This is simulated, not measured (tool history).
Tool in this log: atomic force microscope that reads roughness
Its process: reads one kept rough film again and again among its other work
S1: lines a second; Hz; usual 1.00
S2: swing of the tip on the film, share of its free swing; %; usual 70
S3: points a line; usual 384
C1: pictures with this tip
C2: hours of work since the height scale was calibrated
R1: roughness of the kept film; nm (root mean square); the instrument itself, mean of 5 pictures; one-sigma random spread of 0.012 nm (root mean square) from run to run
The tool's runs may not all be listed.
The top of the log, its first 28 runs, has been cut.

run 29 day=15.554 | S1=3.05 S2=82 S3=667 | C1=11 C2=265 | R1=2.435
run 30 day=16.079 | S1=2.78 S2=57 S3=440 | C1=23 C2=272 | R1=2.714
run 31 day=16.367 | S1=2.26 S2=84 S3=268 | C1=30 C2=276 | R1=2.481
run 32 day=16.883 | S1=1.57 S2=66 S3=384 | C1=43 C2=282 | R1=2.702
run 33 day=17.375 | S1=2.82 S2=86 S3=498 | C1=54 C2=289 | R1=2.366
-- day=17.462 height scale calibrated on a step standard
run 34 day=18.029 | S1=2.82 S2=86 S3=498 | C1=69 C2=7 | R1=2.354
run 35 day=18.546 | S1=1.57 S2=59 S3=313 | C1=81 C2=14 | R1=2.679
run 36 day=19.025 | S1=1.30 S2=88 S3=316 | C1=93 C2=20 | R1=2.475
run 37 day=19.712 | S1=1.56 S2=88 S3=664 | C1=109 C2=29 | R1=2.441
run 38 day=20.292 | S1=1.56 S2=88 S3=664 | C1=123 C2=36 | R1=2.434
-- day=20.767 height scale calibrated on a step standard, once more
run 39 day=20.867 | S1=0.60 S2=70 S3=518 | C1=135 C2=1 | R1=2.643
run 40 day=21.462 | S1=0.77 S2=74 S3=267 | C1=150 C2=9 | R1=2.593
run 41 day=22.029 | S1=1.27 S2=88 S3=298 | C1=163 C2=16 | R1=2.427
run 42 day=22.321 | S1=1.27 S2=88 S3=298 | C1=170 C2=20 | R1=2.422
run 43 day=22.942 | S1=0.83 S2=70 S3=384 | C1=185 C2=28 | R1=2.585
run 44 day=23.625 | S1=0.83 S2=70 S3=384 | C1=201 C2=36 | R1=2.551
run 45 day=24.058 | S1=1.76 S2=60 S3=434 | C1=212 C2=42 | R1=2.546
run 46 day=24.433 | S1=1.21 S2=84 S3=752 | C1=221 C2=47 | R1=2.447
run 47 day=24.842 | S1=1.00 S2=61 S3=532 | C1=230 C2=52 | R1=2.568
run 48 day=25.412 | S1=1.00 S2=66 S3=532 | C1=244 C2=59 | R1=2.520
run 49 day=25.717 | S1=1.00 S2=89 S3=464 | C1=251 C2=63 | R1=2.376
run 50 day=26.304 | S1=1.46 S2=70 S3=314 | C1=265 C2=71 | R1=2.422
run 51 day=26.958 | S1=1.78 S2=70 S3=384 | C1=281 C2=79 | R1=2.388
run 52 day=27.300 | S1=1.88 S2=70 S3=544 | C1=289 C2=83 | R1=2.389

Predict each of these 5 candidate next runs independently; none follows another, all start after run 52:
run A day=27.700 | S1=0.66 S2=56 S3=444 | C1=299 C2=88 | R1=?
run B day=27.700 | S1=1.83 S2=68 S3=761 | C1=299 C2=88 | R1=?
run C day=27.700 | S1=1.88 S2=60 S3=544 | C1=299 C2=88 | R1=?
run D day=27.700 | S1=1.88 S2=70 S3=290 | C1=299 C2=88 | R1=?
run E day=27.700 | S1=1.88 S2=84 S3=544 | C1=299 C2=88 | R1=?

run=A R1=2.477
run=B R1=2.401
run=C R1=2.445
run=D R1=2.365
run=E R1=2.263
Stripped of hidden state, with their random variation kept, the same runs would have yielded:
run=A R1=2.835
run=B R1=2.748
run=C R1=2.797
run=D R1=2.708
run=E R1=2.590
